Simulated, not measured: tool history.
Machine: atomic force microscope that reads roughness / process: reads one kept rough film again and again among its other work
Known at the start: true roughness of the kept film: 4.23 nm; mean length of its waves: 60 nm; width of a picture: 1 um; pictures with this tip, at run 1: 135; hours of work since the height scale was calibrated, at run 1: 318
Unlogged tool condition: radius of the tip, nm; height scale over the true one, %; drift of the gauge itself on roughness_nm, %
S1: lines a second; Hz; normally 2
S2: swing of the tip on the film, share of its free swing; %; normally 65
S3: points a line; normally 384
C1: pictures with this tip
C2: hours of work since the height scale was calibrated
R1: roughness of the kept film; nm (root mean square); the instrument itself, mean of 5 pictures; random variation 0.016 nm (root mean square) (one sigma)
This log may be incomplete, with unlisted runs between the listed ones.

run   hour  S1  S2   S3   C1   C2     R1
  1    0.0   2  65  384  135  318  3.492
  2   17.5   2  65  384  162  331  3.439
  3   27.2   2  65  384  176  338  3.411
      33.9  -- new tip fitted
  4   47.2   2  65  384   20  352  3.751
  5   60.7   2  65  384   40  362  3.680
  6   71.4   2  65  384   57  370  3.642
  7   91.0   2  62  384   86  384  3.611
  8  108.0   2  65  384  112  397  3.527
  9  118.5   2  65  384  128  404  3.492
 10  130.6   2  65  384  146  413  3.435
     133.0  -- height scale calibrated on a step standard
 11  139.8   2  65  384  159    5  3.414
 12  154.1   2  65  384  180   15  3.381
     158.1  -- new tip fitted
     168.0  -- height scale calibrated on a step standard, once more
 13  168.6   2  65  384   15    0  3.796
 14  185.3   2  65  384   40   13  3.727

Expected results for the next run?
 15  201.0   2  65  384  64  24   ?

R1: 3.697 nm (root mean square)
If the tool had no hidden condition, the same run with the same run-to-run variation would have returned R1 3.852 nm (root mean square).
